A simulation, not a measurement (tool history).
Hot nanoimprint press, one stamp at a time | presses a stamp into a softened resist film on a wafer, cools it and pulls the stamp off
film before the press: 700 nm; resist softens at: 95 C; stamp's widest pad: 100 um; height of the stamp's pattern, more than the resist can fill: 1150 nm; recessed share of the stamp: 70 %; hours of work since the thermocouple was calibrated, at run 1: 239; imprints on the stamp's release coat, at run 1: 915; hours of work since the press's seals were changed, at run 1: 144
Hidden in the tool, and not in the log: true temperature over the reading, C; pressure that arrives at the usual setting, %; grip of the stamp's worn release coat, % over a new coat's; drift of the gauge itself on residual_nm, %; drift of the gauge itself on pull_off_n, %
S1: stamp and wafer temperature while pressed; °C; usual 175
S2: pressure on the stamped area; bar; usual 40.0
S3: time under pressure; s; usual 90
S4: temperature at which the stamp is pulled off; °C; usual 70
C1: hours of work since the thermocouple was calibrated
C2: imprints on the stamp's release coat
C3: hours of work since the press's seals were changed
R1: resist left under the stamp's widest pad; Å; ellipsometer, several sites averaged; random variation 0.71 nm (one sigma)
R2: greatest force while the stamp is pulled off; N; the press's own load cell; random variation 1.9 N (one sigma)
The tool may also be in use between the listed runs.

{"run": 1, "day": 0.0, "S1": 175, "S2": 40.0, "S3": 90, "S4": 70, "C1": 239, "C2": 915, "C3": 144, "R1": 3306, "R2": 120}
{"run": 2, "day": 0.471, "S1": 175, "S2": 40.0, "S3": 90, "S4": 70, "C1": 244, "C2": 937, "C3": 149, "R1": 3308, "R2": 121}
{"run": 3, "day": 0.775, "S1": 175, "S2": 40.0, "S3": 90, "S4": 70, "C1": 247, "C2": 952, "C3": 153, "R1": 3293, "R2": 119}
{"run": 4, "day": 0.979, "S1": 175, "S2": 40.0, "S3": 90, "S4": 68, "C1": 250, "C2": 962, "C3": 155, "R1": 3309, "R2": 124}
{"day": 1.308, "done": "stamp cleaned and given a new release coat"}
{"run": 5, "day": 1.608, "S1": 175, "S2": 40.0, "S3": 100, "S4": 68, "C1": 254, "C2": 15, "C3": 159, "R1": 3186, "R2": 99}
{"run": 6, "day": 1.917, "S1": 175, "S2": 40.0, "S3": 100, "S4": 68, "C1": 257, "C2": 30, "C3": 163, "R1": 3167, "R2": 99}
{"run": 7, "day": 2.254, "S1": 175, "S2": 40.0, "S3": 100, "S4": 68, "C1": 261, "C2": 46, "C3": 166, "R1": 3157, "R2": 101}
{"run": 8, "day": 2.538, "S1": 175, "S2": 40.0, "S3": 100, "S4": 68, "C1": 264, "C2": 60, "C3": 169, "R1": 3162, "R2": 103}
{"run": 9, "day": 2.775, "S1": 175, "S2": 40.0, "S3": 100, "S4": 68, "C1": 267, "C2": 71, "C3": 172, "R1": 3159, "R2": 99}
{"run": 10, "day": 3.05, "S1": 175, "S2": 40.0, "S3": 100, "S4": 68, "C1": 270, "C2": 84, "C3": 175, "R1": 3149, "R2": 100}
{"run": 11, "day": 3.312, "S1": 175, "S2": 40.0, "S3": 113, "S4": 68, "C1": 273, "C2": 97, "C3": 178, "R1": 3012, "R2": 101}
{"run": 12, "day": 3.571, "S1": 175, "S2": 40.0, "S3": 90, "S4": 70, "C1": 276, "C2": 109, "C3": 181, "R1": 3296, "R2": 100}
{"run": 13, "day": 4.004, "S1": 175, "S2": 40.0, "S3": 90, "S4": 70, "C1": 280, "C2": 130, "C3": 186, "R1": 3299, "R2": 99}
{"run": 14, "day": 4.233, "S1": 175, "S2": 40.0, "S3": 49, "S4": 70, "C1": 283, "C2": 141, "C3": 188, "R1": 4097, "R2": 99}
{"run": 15, "day": 4.612, "S1": 175, "S2": 40.0, "S3": 49, "S4": 70, "C1": 287, "C2": 159, "C3": 192, "R1": 4099, "R2": 100}
{"run": 16, "day": 5.075, "S1": 175, "S2": 40.0, "S3": 90, "S4": 63, "C1": 292, "C2": 182, "C3": 197, "R1": 3278, "R2": 113}
{"run": 17, "day": 5.55, "S1": 175, "S2": 49.2, "S3": 90, "S4": 73, "C1": 297, "C2": 205, "C3": 203, "R1": 3023, "R2": 97}
{"run": 18, "day": 6.0, "S1": 164, "S2": 38.1, "S3": 178, "S4": 73, "C1": 302, "C2": 226, "C3": 208, "R1": 3929, "R2": 96}
{"run": 19, "day": 6.346, "S1": 170, "S2": 38.1, "S3": 178, "S4": 66, "C1": 306, "C2": 243, "C3": 211, "R1": 3100, "R2": 110}
{"run": 20, "day": 6.779, "S1": 178, "S2": 32.7, "S3": 90, "S4": 61, "C1": 311, "C2": 264, "C3": 216, "R1": 3190, "R2": 109}
{"run": 21, "day": 7.171, "S1": 178, "S2": 32.7, "S3": 90, "S4": 61, "C1": 315, "C2": 282, "C3": 221, "R1": 3187, "R2": 112}
{"run": 22, "day": 7.496, "S1": 178, "S2": 32.7, "S3": 83, "S4": 57, "C1": 319, "C2": 298, "C3": 224, "R1": 3281, "R2": 123}
{"run": 23, "day": 7.7, "S1": 175, "S2": 35.4, "S3": 102, "S4": 70, "C1": 321, "C2": 308, "C3": 226, "R1": 3287, "R2": 107}
{"run": 24, "day": 8.125, "S1": 175, "S2": 35.4, "S3": 102, "S4": 70, "C1": 326, "C2": 328, "C3": 231, "R1": 3270, "R2": 105}
{"run": 25, "day": 8.583, "S1": 182, "S2": 37.7, "S3": 90, "S4": 64, "C1": 331, "C2": 350, "C3": 236, "R1": 2580, "R2": 113}
{"run": 26, "day": 8.996, "S1": 182, "S2": 37.7, "S3": 90, "S4": 64, "C1": 335, "C2": 370, "C3": 241, "R1": 2590, "R2": 116}
{"run": 27, "day": 9.483, "S1": 182, "S2": 37.7, "S3": 90, "S4": 64, "C1": 341, "C2": 394, "C3": 246, "R1": 2580, "R2": 111}
{"run": 28, "day": 9.912, "S1": 182, "S2": 37.7, "S3": 90, "S4": 64, "C1": 345, "C2": 414, "C3": 251, "R1": 2591, "R2": 112}
{"run": 29, "day": 10.288, "S1": 175, "S2": 40.0, "S3": 90, "S4": 64, "C1": 350, "C2": 432, "C3": 255, "R1": 3275, "R2": 115}
{"run": 30, "day": 10.488, "S1": 175, "S2": 40.0, "S3": 90, "S4": 64, "C1": 352, "C2": 442, "C3": 257, "R1": 3280, "R2": 114}

How the hidden state differs across the entries between the runs, from the last listed run before each to the first after it:
Between runs 4 and 5: stamp cleaned and given a new release coat (day 1.308)
  true temperature over the reading, C: 0.09 -> 0.1; pressure that arrives at the usual setting, %: 99.79 -> 99.78; grip of the stamp's worn release coat, % over a new coat's: 21.4 -> 0.3
  measured less the result without the state, R1: -9 -> -9 Å; R2: +22 -> +0 N
